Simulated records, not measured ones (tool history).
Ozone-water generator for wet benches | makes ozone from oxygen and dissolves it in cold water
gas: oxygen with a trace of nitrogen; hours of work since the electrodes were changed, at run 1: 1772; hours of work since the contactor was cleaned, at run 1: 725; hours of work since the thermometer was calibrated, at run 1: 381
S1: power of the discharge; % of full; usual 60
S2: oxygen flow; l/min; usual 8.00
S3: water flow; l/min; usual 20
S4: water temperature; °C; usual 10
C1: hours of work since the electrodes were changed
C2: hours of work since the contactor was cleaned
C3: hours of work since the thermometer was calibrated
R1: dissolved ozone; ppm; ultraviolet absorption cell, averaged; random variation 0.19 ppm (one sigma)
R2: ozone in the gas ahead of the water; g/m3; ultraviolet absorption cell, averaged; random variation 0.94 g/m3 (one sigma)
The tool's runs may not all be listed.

Run 1, hour 0.0: usual settings; C1 1772; C2 725; C3 381. Result: R1 24.8 ppm, R2 150.9 g/m3.
Run 2, hour 42.2: usual settings; C1 1809; C2 761; C3 418. Result: R1 24.8 ppm, R2 151.7 g/m3.
Run 3, hour 86.3: usual settings; C1 1847; C2 799; C3 456. Result: R1 24.9 ppm, R2 150.8 g/m3.
Run 4, hour 135.4: usual settings; C1 1889; C2 841; C3 498. Result: R1 25.1 ppm, R2 152.2 g/m3.
Run 5, hour 159.5: usual settings; C1 1910; C2 862; C3 519. Result: R1 24.7 ppm, R2 150.8 g/m3.
Run 6, hour 190.5: usual settings; C1 1936; C2 889; C3 545. Result: R1 24.8 ppm, R2 150.6 g/m3.
Run 7, hour 216.3: usual settings but S4 13 °C; C1 1959; C2 911; C3 568. Result: R1 23.5 ppm, R2 153.3 g/m3.
Run 8, hour 256.2: usual settings but S2 6.09 l/min; C1 1993; C2 946; C3 602. Result: R1 25.2 ppm, R2 180.3 g/m3.
Run 9, hour 300.4: usual settings; C1 2031; C2 984; C3 640. Result: R1 24.7 ppm, R2 152.4 g/m3.
Run 10, hour 341.7: usual settings; C1 2067; C2 1019; C3 676. Result: R1 24.8 ppm, R2 150.1 g/m3.
Run 11, hour 384.0: usual settings; C1 2103; C2 1056; C3 712. Result: R1 24.9 ppm, R2 151.8 g/m3.
Run 12, hour 429.5: usual settings; C1 2143; C2 1095; C3 752. Result: R1 24.6 ppm, R2 150.9 g/m3.
Run 13, hour 459.3: usual settings; C1 2168; C2 1121; C3 777. Result: R1 24.3 ppm, R2 149.3 g/m3.
Run 14, hour 512.1: usual settings; C1 2214; C2 1166; C3 823. Result: R1 24.9 ppm, R2 149.4 g/m3.
Run 15, hour 549.0: usual settings; C1 2245; C2 1198; C3 855. Result: R1 24.5 ppm, R2 151.8 g/m3.
Run 16, hour 595.6: usual settings; C1 2286; C2 1238; C3 895. Result: R1 24.5 ppm, R2 148.4 g/m3.
Run 17, hour 620.6: usual settings but S4 13 °C; C1 2307; C2 1260; C3 916. Result: R1 23.4 ppm, R2 149.8 g/m3.
Run 18, hour 642.4: usual settings but S4 6 °C; C1 2326; C2 1279; C3 935. Result: R1 26.4 ppm, R2 150.0 g/m3.
Run 19, hour 677.5: usual settings but S4 6 °C; C1 2356; C2 1309; C3 965. Result: R1 26.1 ppm, R2 150.3 g/m3.
Run 20, hour 720.3: usual settings but S1 59 % of full, S2 7.01 l/min, S3 26 l/min, S4 15 °C; C1 2393; C2 1346; C3 1002. Result: R1 18.9 ppm, R2 160.3 g/m3.
Run 21, hour 756.4: usual settings but S1 59 % of full, S2 8.67 l/min, S3 26 l/min, S4 15 °C; C1 2424; C2 1377; C3 1033. Result: R1 18.6 ppm, R2 142.1 g/m3.
Run 22, hour 808.4: usual settings but S1 42 % of full, S2 8.67 l/min, S3 15 l/min, S4 15 °C; C1 2469; C2 1422; C3 1078. Result: R1 19.1 ppm, R2 105.6 g/m3.
Run 23, hour 861.3: usual settings but S1 42 % of full, S2 8.67 l/min, S3 15 l/min, S4 15 °C; C1 2515; C2 1467; C3 1124. Result: R1 19.1 ppm, R2 104.6 g/m3.
Run 24, hour 902.6: usual settings but S1 84 % of full, S3 12 l/min, S4 8 °C; C1 2550; C2 1503; C3 1159. Result: R1 45.3 ppm, R2 200.9 g/m3.
Run 25, hour 925.9: usual settings but S1 53 % of full, S2 11.76 l/min, S3 25 l/min, S4 12 °C; C1 2570; C2 1523; C3 1179. Result: R1 17.4 ppm, R2 107.6 g/m3.
Run 26, hour 978.8: usual settings but S1 53 % of full, S2 11.76 l/min, S3 25 l/min, S4 12 °C; C1 2616; C2 1569; C3 1225. Result: R1 17.4 ppm, R2 105.5 g/m3.
Run 27, hour 1014.7: usual settings but S1 53 % of full, S2 11.76 l/min, S3 25 l/min, S4 12 °C; C1 2647; C2 1600; C3 1256. Result: R1 17.3 ppm, R2 105.5 g/m3.
Run 28, hour 1043.7: usual settings but S1 53 % of full, S2 12.27 l/min, S3 25 l/min, S4 8 °C; C1 2672; C2 1625; C3 1281. Result: R1 18.6 ppm, R2 102.9 g/m3.
Run 29, hour 1085.7: usual settings but S2 4.26 l/min, S4 5 °C; C1 2708; C2 1661; C3 1317. Result: R1 26.2 ppm, R2 220.8 g/m3.
Run 30, hour 1118.2: usual settings but S3 14 l/min, S4 9 °C; C1 2736; C2 1689; C3 1345. Result: R1 30.5 ppm, R2 149.5 g/m3.
Run 31, hour 1156.8: usual settings but S2 5.51 l/min, S3 14 l/min, S4 17 °C; C1 2770; C2 1722; C3 1379. Result: R1 28.4 ppm, R2 188.6 g/m3.
Run 32, hour 1189.1: usual settings but S2 5.51 l/min, S3 25 l/min, S4 17 °C; C1 2797; C2 1750; C3 1406. Result: R1 19.1 ppm, R2 187.3 g/m3.

Some steps in R1 between neighbouring runs. How much of each would the tool show without its hidden state too (settings, what came in, random variation), and how much is left for the hidden state, with any gauge scatter that isn't in both results?
The hidden state here: yield of the discharge, % of new electrodes'; contactor's efficiency, % of a clean one's; true water temperature over the reading, C; drift of the gauge itself on ozone_ppm, %; drift of the gauge itself on gas_g_m3, %.
Run 23 -> 24: S1 42 -> 84, S2 8.67 -> 8.00, S3 15 -> 12, S4 15 -> 8. R1 +26.2 ppm: hidden state -3.3, all else +29.5.
Run 24 -> 25: S1 84 -> 53, S2 8.00 -> 11.76, S3 12 -> 25, S4 8 -> 12. R1 -27.9 ppm: hidden state +3.1, all else -31.0.
Run 28 -> 29: S1 53 -> 60, S2 12.27 -> 4.26, S3 25 -> 20, S4 8 -> 5. R1 +7.6 ppm: hidden state -0.8, all else +8.4.
Run 31 -> 32: S3 14 -> 25. R1 -9.3 ppm: hidden state +0.6, all else -9.9.
